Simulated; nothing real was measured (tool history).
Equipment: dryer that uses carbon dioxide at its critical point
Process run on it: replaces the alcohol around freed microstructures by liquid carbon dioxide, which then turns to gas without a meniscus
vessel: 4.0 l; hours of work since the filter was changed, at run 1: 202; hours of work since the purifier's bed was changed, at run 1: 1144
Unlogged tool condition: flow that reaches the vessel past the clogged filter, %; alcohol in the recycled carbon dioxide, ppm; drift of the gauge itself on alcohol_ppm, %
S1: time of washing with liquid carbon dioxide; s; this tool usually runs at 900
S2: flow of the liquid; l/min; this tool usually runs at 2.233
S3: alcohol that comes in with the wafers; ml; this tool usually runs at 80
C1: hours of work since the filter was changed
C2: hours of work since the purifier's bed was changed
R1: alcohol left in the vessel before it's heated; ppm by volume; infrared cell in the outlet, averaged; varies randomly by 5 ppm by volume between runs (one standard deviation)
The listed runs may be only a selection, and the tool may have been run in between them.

{"run": 1, "hour": 0.0, "S1": 900, "S2": 2.233, "S3": 80, "C1": 202, "C2": 1144, "R1": 295}
{"run": 2, "hour": 23.2, "S1": 900, "S2": 2.233, "S3": 80, "C1": 218, "C2": 1160, "R1": 282}
{"run": 3, "hour": 43.5, "S1": 900, "S2": 1.8, "S3": 80, "C1": 232, "C2": 1174, "R1": 411}
{"run": 4, "hour": 81.7, "S1": 840, "S2": 2.233, "S3": 80, "C1": 259, "C2": 1201, "R1": 322}
{"run": 5, "hour": 122.7, "S1": 840, "S2": 2.233, "S3": 80, "C1": 288, "C2": 1230, "R1": 338}
{"run": 6, "hour": 142.5, "S1": 900, "S2": 2.233, "S3": 80, "C1": 302, "C2": 1244, "R1": 304}
{"run": 7, "hour": 161.5, "S1": 900, "S2": 2.233, "S3": 80, "C1": 315, "C2": 1257, "R1": 317}
{"run": 8, "hour": 192.9, "S1": 900, "S2": 2.233, "S3": 80, "C1": 337, "C2": 1279, "R1": 315}
{"run": 9, "hour": 216.6, "S1": 900, "S2": 2.233, "S3": 80, "C1": 353, "C2": 1296, "R1": 327}
{"run": 10, "hour": 237.9, "S1": 900, "S2": 2.233, "S3": 80, "C1": 368, "C2": 1310, "R1": 326}
{"run": 11, "hour": 271.6, "S1": 900, "S2": 2.233, "S3": 80, "C1": 392, "C2": 1334, "R1": 341}
{"run": 12, "hour": 297.4, "S1": 900, "S2": 2.233, "S3": 80, "C1": 410, "C2": 1352, "R1": 347}
{"run": 13, "hour": 331.7, "S1": 900, "S2": 2.233, "S3": 80, "C1": 434, "C2": 1376, "R1": 363}
{"hour": 341.3, "done": "purifier's bed changed"}
{"hour": 344.5, "done": "inlet filter changed"}
{"run": 14, "hour": 372.9, "S1": 900, "S2": 2.233, "S3": 80, "C1": 20, "C2": 21, "R1": 50}
{"run": 15, "hour": 414.7, "S1": 900, "S2": 2.233, "S3": 80, "C1": 49, "C2": 51, "R1": 59}
{"run": 16, "hour": 449.6, "S1": 1320, "S2": 1.58, "S3": 22, "C1": 74, "C2": 75, "R1": 27}
{"run": 17, "hour": 488.6, "S1": 1140, "S2": 2.12, "S3": 35, "C1": 101, "C2": 102, "R1": 37}
{"run": 18, "hour": 516.8, "S1": 1080, "S2": 2.12, "S3": 28, "C1": 121, "C2": 122, "R1": 31}
{"run": 19, "hour": 551.4, "S1": 960, "S2": 2.233, "S3": 80, "C1": 145, "C2": 146, "R1": 64}
{"run": 20, "hour": 569.8, "S1": 1440, "S2": 2.233, "S3": 56, "C1": 158, "C2": 159, "R1": 32}
{"run": 21, "hour": 594.7, "S1": 540, "S2": 1.49, "S3": 56, "C1": 175, "C2": 177, "R1": 1370}
{"run": 22, "hour": 613.8, "S1": 540, "S2": 1.49, "S3": 56, "C1": 189, "C2": 190, "R1": 1392}

Forecast run 23:
{"run": 23, "hour": 649.1, "S1": 900, "S2": 1.49, "S3": 71, "C1": 213, "C2": 215, "R1": "?"}

R1: 421 ppm by volume
Take away the tool's hidden state, keep the run-to-run variation as it was, and the same run would have given R1 283 ppm by volume.

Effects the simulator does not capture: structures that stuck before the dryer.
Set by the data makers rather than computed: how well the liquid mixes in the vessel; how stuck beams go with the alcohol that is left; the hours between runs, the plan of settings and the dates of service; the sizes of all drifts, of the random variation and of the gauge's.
